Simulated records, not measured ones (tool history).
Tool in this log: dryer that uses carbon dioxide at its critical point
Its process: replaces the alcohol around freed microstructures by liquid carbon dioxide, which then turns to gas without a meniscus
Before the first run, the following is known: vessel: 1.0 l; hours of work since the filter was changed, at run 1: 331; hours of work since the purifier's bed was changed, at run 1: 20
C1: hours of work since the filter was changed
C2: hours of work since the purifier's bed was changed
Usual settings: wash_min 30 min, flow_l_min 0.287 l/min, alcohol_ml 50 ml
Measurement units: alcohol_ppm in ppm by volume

Run 1, hour 0.0: usual settings; C1 331; C2 20. Result: alcohol_ppm 29 ppm by volume.
Run 2, hour 4.5: usual settings; C1 333; C2 21. Result: alcohol_ppm 32 ppm by volume.
Run 3, hour 13.7: usual settings; C1 336; C2 24. Result: alcohol_ppm 29 ppm by volume.
Run 4, hour 18.9: usual settings; C1 337; C2 26. Result: alcohol_ppm 22 ppm by volume.
Run 5, hour 25.2: usual settings but alcohol_ml 53 ml; C1 339; C2 28. Result: alcohol_ppm 27 ppm by volume.
Run 6, hour 32.0: usual settings but alcohol_ml 53 ml; C1 341; C2 30. Result: alcohol_ppm 46 ppm by volume.
Run 7, hour 38.4: usual settings but alcohol_ml 53 ml; C1 343; C2 32. Result: alcohol_ppm 35 ppm by volume.
Run 8, hour 47.1: usual settings but alcohol_ml 53 ml; C1 346; C2 34. Result: alcohol_ppm 44 ppm by volume.
Run 9, hour 52.5: usual settings but alcohol_ml 53 ml; C1 348; C2 36. Result: alcohol_ppm 31 ppm by volume.
Run 10, hour 59.5: usual settings but alcohol_ml 53 ml; C1 350; C2 38. Result: alcohol_ppm 32 ppm by volume.
Run 11, hour 65.4: usual settings but alcohol_ml 53 ml; C1 352; C2 40. Result: alcohol_ppm 35 ppm by volume.
Run 12, hour 76.0: usual settings but flow_l_min 0.353 l/min, alcohol_ml 53 ml; C1 355; C2 43. Result: alcohol_ppm 26 ppm by volume.
Run 13, hour 86.0: usual settings but flow_l_min 0.376 l/min, alcohol_ml 53 ml; C1 358; C2 47. Result: alcohol_ppm 10 ppm by volume.
Run 14, hour 91.3: usual settings but flow_l_min 0.281 l/min; C1 360; C2 48. Result: alcohol_ppm 40 ppm by volume.
Run 15, hour 97.5: usual settings but wash_min 20 min, flow_l_min 0.281 l/min; C1 362; C2 50. Result: alcohol_ppm 318 ppm by volume.
Run 16, hour 106.3: usual settings but wash_min 20 min, flow_l_min 0.281 l/min; C1 364; C2 53. Result: alcohol_ppm 325 ppm by volume.
Run 17, hour 112.9: usual settings but wash_min 20 min, flow_l_min 0.281 l/min; C1 366; C2 55. Result: alcohol_ppm 325 ppm by volume.
Run 18, hour 118.5: usual settings but wash_min 27 min; C1 368; C2 57. Result: alcohol_ppm 69 ppm by volume.
Run 19, hour 123.3: usual settings but alcohol_ml 40 ml; C1 370; C2 58. Result: alcohol_ppm 38 ppm by volume.
Run 20, hour 128.5: usual settings but alcohol_ml 40 ml; C1 371; C2 60. Result: alcohol_ppm 37 ppm by volume.
Run 21, hour 133.8: usual settings but alcohol_ml 40 ml; C1 373; C2 61. Result: alcohol_ppm 48 ppm by volume.
Run 22, hour 139.0: usual settings but alcohol_ml 40 ml; C1 375; C2 63. Result: alcohol_ppm 33 ppm by volume.
Run 23, hour 144.1: usual settings but wash_min 43 min, alcohol_ml 36 ml; C1 376; C2 65. Result: alcohol_ppm 27 ppm by volume.
Run 24, hour 153.1: usual settings but wash_min 43 min, alcohol_ml 36 ml; C1 379; C2 67. Result: alcohol_ppm 19 ppm by volume.
Run 25, hour 162.9: usual settings but wash_min 43 min, alcohol_ml 36 ml; C1 382; C2 71. Result: alcohol_ppm 9 ppm by volume.
Run 26, hour 171.3: usual settings but wash_min 32 min, flow_l_min 0.358 l/min, alcohol_ml 46 ml; C1 385; C2 73. Result: alcohol_ppm 32 ppm by volume.
Run 27, hour 178.1: usual settings but wash_min 47 min; C1 387; C2 75. Result: alcohol_ppm 21 ppm by volume.
Run 28, hour 186.6: usual settings but flow_l_min 0.313 l/min; C1 389; C2 78. Result: alcohol_ppm 28 ppm by volume.
Run 29, hour 192.4: usual settings but wash_min 24 min, flow_l_min 0.334 l/min, alcohol_ml 27 ml; C1 391; C2 80. Result: alcohol_ppm 45 ppm by volume.
Run 30, hour 202.9: usual settings but wash_min 31 min, flow_l_min 0.246 l/min, alcohol_ml 118 ml; C1 395; C2 83. Result: alcohol_ppm 148 ppm by volume.
Run 31, hour 210.3: usual settings but wash_min 40 min, flow_l_min 0.266 l/min, alcohol_ml 39 ml; C1 397; C2 85. Result: alcohol_ppm 24 ppm by volume.
Run 32, hour 215.1: usual settings but wash_min 39 min, flow_l_min 0.182 l/min; C1 398; C2 87. Result: alcohol_ppm 111 ppm by volume.
Run 33, hour 225.7: usual settings but wash_min 28 min, flow_l_min 0.424 l/min, alcohol_ml 48 ml; C1 402; C2 90. Result: alcohol_ppm 22 ppm by volume.
Run 34, hour 231.0: usual settings but wash_min 28 min, flow_l_min 0.424 l/min, alcohol_ml 48 ml; C1 403; C2 92. Result: alcohol_ppm 23 ppm by volume.
Run 35, hour 238.6: usual settings but wash_min 27 min, flow_l_min 0.375 l/min, alcohol_ml 51 ml; C1 406; C2 94. Result: alcohol_ppm 28 ppm by volume.
Run 36, hour 246.0: usual settings but wash_min 27 min, flow_l_min 0.375 l/min, alcohol_ml 51 ml; C1 408; C2 96. Result: alcohol_ppm 26 ppm by volume.
Run 37, hour 253.6: usual settings but wash_min 27 min, flow_l_min 0.375 l/min, alcohol_ml 51 ml; C1 410; C2 99. Result: alcohol_ppm 27 ppm by volume.
Run 38, hour 260.6: usual settings but wash_min 24 min, flow_l_min 0.428 l/min; C1 412; C2 101. Result: alcohol_ppm 26 ppm by volume.
Run 39, hour 268.3: usual settings but wash_min 24 min, flow_l_min 0.428 l/min; C1 415; C2 103. Result: alcohol_ppm 27 ppm by volume.

Below, some changes in alcohol_ppm between adjacent runs. For each, the amount present without the hidden state too (settings, incoming material, random variation) and the amount remaining for the hidden state with gauge scatter not shared by both compared results:
What the log doesn't record here: flow that reaches the vessel past the clogged filter, %; alcohol in the recycled carbon dioxide, ppm; drift of the gauge itself on alcohol_ppm, %.
Run 14 -> 15: wash_min 30 -> 20. alcohol_ppm +278 ppm by volume: hidden state +71, all else +207.
Run 17 -> 18: wash_min 20 -> 27, flow_l_min 0.281 -> 0.287. alcohol_ppm -256 ppm by volume: hidden state -64, all else -192.
Run 30 -> 31: wash_min 31 -> 40, flow_l_min 0.246 -> 0.266, alcohol_ml 118 -> 39. alcohol_ppm -124 ppm by volume: hidden state -43, all else -81.
